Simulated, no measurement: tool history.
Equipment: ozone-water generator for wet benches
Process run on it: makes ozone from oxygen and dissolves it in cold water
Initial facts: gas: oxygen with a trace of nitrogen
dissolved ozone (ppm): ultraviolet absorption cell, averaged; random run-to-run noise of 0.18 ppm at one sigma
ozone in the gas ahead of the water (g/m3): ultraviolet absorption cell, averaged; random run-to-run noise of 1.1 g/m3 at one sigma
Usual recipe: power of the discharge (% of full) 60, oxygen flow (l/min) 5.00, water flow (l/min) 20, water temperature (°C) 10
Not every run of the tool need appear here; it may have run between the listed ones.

run	hour	power of the discharge (% of full)	oxygen flow (l/min)	water flow (l/min)	water temperature (°C)	dissolved ozone (ppm)	ozone in the gas ahead of the water (g/m3)
1	0.0	60	5.00	20	10	25.7	195.6
2	24.0	45	5.00	20	10	22.0	170.2
3	65.0	60	5.00	20	10	25.6	193.2
4	94.0	60	5.00	20	10	25.8	195.3
5	119.1	60	5.00	27	10	20.0	197.7
6	160.5	60	5.00	20	10	25.3	194.6
7	184.4	60	5.00	20	10	25.5	196.5
8	223.5	60	5.00	20	10	25.7	196.2
9	260.3	58	5.00	20	10	24.9	193.0
10	293.1	58	5.00	20	10	25.1	191.2
11	312.5	60	5.00	20	14	24.7	195.7
12	354.3	60	5.00	20	14	24.3	194.7
13	386.8	60	3.62	20	10	24.2	229.0
14	422.0	60	5.00	20	10	25.9	195.4
15	441.5	60	5.00	20	10	25.2	196.2
16	481.5	60	5.00	20	10	25.4	192.9
17	503.6	60	5.41	20	10	25.7	188.6
18	533.7	60	5.41	20	10	25.8	186.9
19	553.7	60	5.41	20	10	25.7	190.2
20	578.0	86	3.15	13	12	39.8	297.0
21	613.9	68	8.06	15	16	30.0	165.0
22	643.3	68	8.06	15	16	30.6	164.6
23	688.0	49	3.14	22	17	18.3	220.6
24	724.1	53	4.96	15	11	29.3	180.6
25	759.4	53	4.96	15	11	29.3	182.4
26	793.2	53	8.89	12	8	34.3	137.5
27	824.0	53	4.68	12	8	35.4	187.8
28	844.5	53	4.68	12	8	35.5	187.0
29	882.5	53	4.68	15	8	30.1	190.1
30	925.4	60	7.45	20	11	26.3	160.1
31	947.3	60	4.95	20	10	25.7	197.1
32	986.0	60	4.95	20	10	25.9	195.0
33	1005.8	60	7.31	20	10	26.5	162.6

What if the next run were any one of these 3? Each begins from the tool's condition after run 33:
A	1034.4	77	4.16	26	10	?	?
B	1034.4	78	5.00	14	10	?	?
C	1034.4	60	7.74	20	18	?	?

run	dissolved ozone (ppm)	ozone in the gas ahead of the water (g/m3)
A	22.4	243.3
B	38.2	227.0
C	23.2	158.9
The same runs, with their run-to-run variation unchanged, on a tool lacking any hidden condition would have given:
run	dissolved ozone (ppm)	ozone in the gas ahead of the water (g/m3)
A	22.5	243.7
B	38.3	227.4
C	23.3	159.2
